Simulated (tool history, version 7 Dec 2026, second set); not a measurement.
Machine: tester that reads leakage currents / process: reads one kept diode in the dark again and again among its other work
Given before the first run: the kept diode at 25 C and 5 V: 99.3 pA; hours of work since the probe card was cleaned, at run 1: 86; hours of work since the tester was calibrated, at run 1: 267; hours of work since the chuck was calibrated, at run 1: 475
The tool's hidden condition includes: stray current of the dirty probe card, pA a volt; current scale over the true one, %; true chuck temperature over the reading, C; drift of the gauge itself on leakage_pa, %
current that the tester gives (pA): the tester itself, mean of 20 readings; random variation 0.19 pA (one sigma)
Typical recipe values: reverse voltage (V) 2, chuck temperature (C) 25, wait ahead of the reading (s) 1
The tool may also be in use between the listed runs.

run,hour,reverse voltage (V),chuck temperature (C),wait ahead of the reading (s),hours of work since the probe card was cleaned,hours of work since the tester was calibrated,hours of work since the chuck was calibrated,current that the tester gives (pA)
1,0,2,25,1,86,267,475,51.14
2,48,2,25,1,111,291,500,50.85
3,71.4,1.7,25,1,123,303,512,46.45
4,111.6,2,25,1,143,324,532,50.36
5,140.9,2,25,1,158,339,547,50.54
6,188.9,2,25,1,183,363,572,49.99
7,234.1,3,25,1,206,387,595,62.3
8,276,3,32,1,227,408,616,114.85
# hour 295.4: chuck's temperature calibrated
9,300.2,1.54,25,1,238,419,2,51.88
10,331.1,1.54,25,1,254,435,18,51.56
11,351,2,25,0.81,264,445,28,59.86
12,389.3,2,25,0.81,284,465,48,59.79
13,435.8,1.74,25,1,308,489,72,54.38
14,477,1.74,25,1,329,510,93,54.18
15,525,1.74,25,1,353,534,117,54.07
16,569.9,2,25,4.44,376,557,140,57.26
17,595.1,2,35,1,389,570,153,137.57
18,616.9,2,35,1,400,581,164,136.72
19,650.1,2,35,1,417,598,181,136.32
20,686,2,35,1,436,616,199,133.88
21,720.1,2,21,7.52,453,634,217,38.67
22,743.2,2.54,25,2.24,465,646,229,64.04
23,773.8,2.54,25,2.24,480,661,244,63.68
24,806.3,2,25,7.9,497,678,261,55.05
25,853.5,1.43,25,0.35,521,702,285,46.73
26,876.9,2,59,1,533,714,297,873.37
27,900.1,7.64,41,0.55,545,726,309,456.12
28,937.4,1.75,44,1.11,564,745,328,254.14
29,961.5,1.75,44,1.11,576,757,340,252.83
30,987.1,5.44,40,1.11,589,770,353,343.28
31,1013.5,2.35,40,0.88,603,784,367,214.08
32,1054.8,2.35,40,0.88,624,805,388,212.77
33,1084,2.35,37,0.88,639,820,403,163.77
34,1107.9,2.35,37,0.88,651,832,415,163.99
35,1153.8,2.35,37,0.88,675,855,438,163.21
36,1196.9,2.13,27,5.69,697,877,460,64.3
37,1223.9,4.81,27,5.69,710,891,474,100.91
38,1267.6,3.13,60,2.64,733,913,497,1144.05
39,1316.2,3.13,32,2.64,757,938,521,121.39

5 options for the next run, each taken on its own from the tool as it stands now. Forecast them:
A,1361.3,1.5,36,1.57,780,961,544,?
B,1361.3,3.13,32,7.55,780,961,544,?
C,1361.3,11.84,39,2.73,780,961,544,?
D,1361.3,1.74,32,2.64,780,961,544,?
E,1361.3,2.26,21,6.93,780,961,544,?

run,current that the tester gives (pA)
A,112.69
B,119.79
C,457.15
D,87.33
E,37.69
What these runs would have given with no unlogged condition in the tool:
run,current that the tester gives (pA)
A,134.18
B,142.27
C,538.39
D,104.07
E,44.45
